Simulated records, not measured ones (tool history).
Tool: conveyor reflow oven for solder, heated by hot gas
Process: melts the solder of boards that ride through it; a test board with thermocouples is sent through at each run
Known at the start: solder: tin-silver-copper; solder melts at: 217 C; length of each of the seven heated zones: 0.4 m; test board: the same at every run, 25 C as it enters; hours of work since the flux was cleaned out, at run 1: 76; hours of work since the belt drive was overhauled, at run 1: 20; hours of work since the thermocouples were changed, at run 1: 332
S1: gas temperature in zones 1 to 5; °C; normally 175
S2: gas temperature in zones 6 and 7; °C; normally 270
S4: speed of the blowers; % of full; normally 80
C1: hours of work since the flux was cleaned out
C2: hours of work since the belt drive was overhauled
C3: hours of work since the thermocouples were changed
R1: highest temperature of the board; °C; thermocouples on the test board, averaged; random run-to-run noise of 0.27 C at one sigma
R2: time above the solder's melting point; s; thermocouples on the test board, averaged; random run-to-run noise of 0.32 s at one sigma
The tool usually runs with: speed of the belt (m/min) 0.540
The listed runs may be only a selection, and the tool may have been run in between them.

{"run": 1, "hour": 0.0, "S1": 175, "S2": 270, "speed of the belt (m/min)": 0.54, "S4": 80, "C1": 76, "C2": 20, "C3": 332, "R1": 259.1, "R2": 72.5}
{"run": 2, "hour": 4.8, "S1": 175, "S2": 270, "speed of the belt (m/min)": 0.54, "S4": 80, "C1": 78, "C2": 23, "C3": 335, "R1": 258.6, "R2": 72.1}
{"run": 3, "hour": 12.7, "S1": 175, "S2": 270, "speed of the belt (m/min)": 0.54, "S4": 86, "C1": 82, "C2": 26, "C3": 338, "R1": 259.3, "R2": 73.4}
{"run": 4, "hour": 18.4, "S1": 175, "S2": 270, "speed of the belt (m/min)": 0.54, "S4": 86, "C1": 84, "C2": 29, "C3": 341, "R1": 259.3, "R2": 73.3}
{"run": 5, "hour": 26.0, "S1": 175, "S2": 270, "speed of the belt (m/min)": 0.54, "S4": 80, "C1": 88, "C2": 32, "C3": 344, "R1": 258.4, "R2": 72.5}
{"run": 6, "hour": 33.0, "S1": 175, "S2": 270, "speed of the belt (m/min)": 0.54, "S4": 80, "C1": 91, "C2": 35, "C3": 347, "R1": 258.7, "R2": 73.1}
{"run": 7, "hour": 36.9, "S1": 175, "S2": 270, "speed of the belt (m/min)": 0.54, "S4": 80, "C1": 93, "C2": 37, "C3": 349, "R1": 258.7, "R2": 72.7}
{"run": 8, "hour": 43.6, "S1": 175, "S2": 270, "speed of the belt (m/min)": 0.54, "S4": 80, "C1": 96, "C2": 40, "C3": 352, "R1": 258.4, "R2": 72.1}
{"run": 9, "hour": 51.2, "S1": 175, "S2": 270, "speed of the belt (m/min)": 0.54, "S4": 76, "C1": 99, "C2": 43, "C3": 355, "R1": 258.3, "R2": 71.9}
{"run": 10, "hour": 56.5, "S1": 175, "S2": 270, "speed of the belt (m/min)": 0.457, "S4": 76, "C1": 101, "C2": 46, "C3": 358, "R1": 262.3, "R2": 89.6}
{"run": 11, "hour": 61.4, "S1": 175, "S2": 270, "speed of the belt (m/min)": 0.64, "S4": 76, "C1": 104, "C2": 48, "C3": 360, "R1": 253.2, "R2": 56.2}
{"run": 12, "hour": 69.9, "S1": 169, "S2": 270, "speed of the belt (m/min)": 0.54, "S4": 80, "C1": 107, "C2": 52, "C3": 364, "R1": 257.5, "R2": 69.4}
{"run": 13, "hour": 76.7, "S1": 169, "S2": 270, "speed of the belt (m/min)": 0.54, "S4": 80, "C1": 110, "C2": 55, "C3": 367, "R1": 257.7, "R2": 69.8}
{"run": 14, "hour": 81.6, "S1": 169, "S2": 270, "speed of the belt (m/min)": 0.54, "S4": 80, "C1": 113, "C2": 57, "C3": 369, "R1": 257.6, "R2": 69.8}
{"run": 15, "hour": 89.4, "S1": 169, "S2": 270, "speed of the belt (m/min)": 0.54, "S4": 80, "C1": 116, "C2": 60, "C3": 372, "R1": 258.4, "R2": 69.8}
{"run": 16, "hour": 97.8, "S1": 169, "S2": 270, "speed of the belt (m/min)": 0.54, "S4": 80, "C1": 120, "C2": 64, "C3": 376, "R1": 257.6, "R2": 69.6}
{"run": 17, "hour": 105.0, "S1": 172, "S2": 283, "speed of the belt (m/min)": 0.633, "S4": 84, "C1": 123, "C2": 67, "C3": 379, "R1": 265.3, "R2": 63.4}
{"run": 18, "hour": 114.4, "S1": 183, "S2": 281, "speed of the belt (m/min)": 0.524, "S4": 61, "C1": 127, "C2": 71, "C3": 383, "R1": 267.0, "R2": 82.9}
{"run": 19, "hour": 121.1, "S1": 166, "S2": 281, "speed of the belt (m/min)": 0.604, "S4": 79, "C1": 130, "C2": 74, "C3": 386, "R1": 263.7, "R2": 63.9}
{"run": 20, "hour": 129.7, "S1": 161, "S2": 270, "speed of the belt (m/min)": 0.54, "S4": 54, "C1": 134, "C2": 78, "C3": 390, "R1": 251.1, "R2": 59.3}
{"run": 21, "hour": 134.9, "S1": 179, "S2": 270, "speed of the belt (m/min)": 0.622, "S4": 80, "C1": 136, "C2": 81, "C3": 393, "R1": 254.9, "R2": 61.4}
{"run": 22, "hour": 141.7, "S1": 167, "S2": 273, "speed of the belt (m/min)": 0.579, "S4": 80, "C1": 139, "C2": 84, "C3": 396, "R1": 258.2, "R2": 63.6}
{"run": 23, "hour": 149.6, "S1": 167, "S2": 273, "speed of the belt (m/min)": 0.579, "S4": 80, "C1": 143, "C2": 87, "C3": 399, "R1": 258.0, "R2": 64.0}
{"run": 24, "hour": 157.3, "S1": 167, "S2": 270, "speed of the belt (m/min)": 0.572, "S4": 69, "C1": 146, "C2": 91, "C3": 403, "R1": 253.6, "R2": 60.9}
{"run": 25, "hour": 165.8, "S1": 167, "S2": 270, "speed of the belt (m/min)": 0.572, "S4": 69, "C1": 150, "C2": 94, "C3": 406, "R1": 253.6, "R2": 61.2}
{"run": 26, "hour": 170.7, "S1": 188, "S2": 276, "speed of the belt (m/min)": 0.486, "S4": 50, "C1": 152, "C2": 97, "C3": 409, "R1": 263.2, "R2": 89.4}
{"run": 27, "hour": 179.1, "S1": 178, "S2": 270, "speed of the belt (m/min)": 0.621, "S4": 80, "C1": 156, "C2": 100, "C3": 412, "R1": 254.8, "R2": 60.7}
{"run": 28, "hour": 185.5, "S1": 186, "S2": 276, "speed of the belt (m/min)": 0.576, "S4": 57, "C1": 159, "C2": 103, "C3": 415, "R1": 259.4, "R2": 72.3}
{"run": 29, "hour": 194.4, "S1": 176, "S2": 277, "speed of the belt (m/min)": 0.519, "S4": 83, "C1": 163, "C2": 107, "C3": 419, "R1": 266.4, "R2": 80.9}
{"run": 30, "hour": 200.8, "S1": 176, "S2": 276, "speed of the belt (m/min)": 0.572, "S4": 83, "C1": 166, "C2": 110, "C3": 422, "R1": 262.9, "R2": 70.9}

Alternative continuations, all from the tool just after run 30; predict every row:
{"hour": 209.9, "done": "flux residue cleaned out of gas plates and filters"}
{"run": "A", "hour": 211.2, "S1": 190, "S2": 276, "speed of the belt (m/min)": 0.511, "S4": 60, "C1": 1, "C2": 112, "C3": 424, "R1": "?", "R2": "?"}
{"hour": 209.9, "done": "flux residue cleaned out of gas plates and filters"}
{"run": "B", "hour": 211.2, "S1": 167, "S2": 270, "speed of the belt (m/min)": 0.54, "S4": 80, "C1": 1, "C2": 112, "C3": 424, "R1": "?", "R2": "?"}
{"hour": 209.9, "done": "flux residue cleaned out of gas plates and filters"}
{"run": "C", "hour": 211.2, "S1": 175, "S2": 281, "speed of the belt (m/min)": 0.517, "S4": 59, "C1": 1, "C2": 112, "C3": 424, "R1": "?", "R2": "?"}
{"hour": 209.9, "done": "flux residue cleaned out of gas plates and filters"}
{"run": "D", "hour": 211.2, "S1": 176, "S2": 276, "speed of the belt (m/min)": 0.572, "S4": 89, "C1": 1, "C2": 112, "C3": 424, "R1": "?", "R2": "?"}
{"hour": 209.9, "done": "flux residue cleaned out of gas plates and filters"}
{"run": "E", "hour": 211.2, "S1": 184, "S2": 272, "speed of the belt (m/min)": 0.54, "S4": 80, "C1": 1, "C2": 112, "C3": 424, "R1": "?", "R2": "?"}

run=A R1=265.0 R2=87.5
run=B R1=258.6 R2=69.6
run=C R1=266.4 R2=80.8
run=D R1=264.8 R2=72.1
run=E R1=262.6 R2=78.2
Had the tool no hidden state, the same runs would have come out as:
run=A R1=263.8 R2=86.8
run=B R1=257.4 R2=68.8
run=C R1=265.3 R2=79.9
run=D R1=263.6 R2=71.4
run=E R1=261.4 R2=77.5

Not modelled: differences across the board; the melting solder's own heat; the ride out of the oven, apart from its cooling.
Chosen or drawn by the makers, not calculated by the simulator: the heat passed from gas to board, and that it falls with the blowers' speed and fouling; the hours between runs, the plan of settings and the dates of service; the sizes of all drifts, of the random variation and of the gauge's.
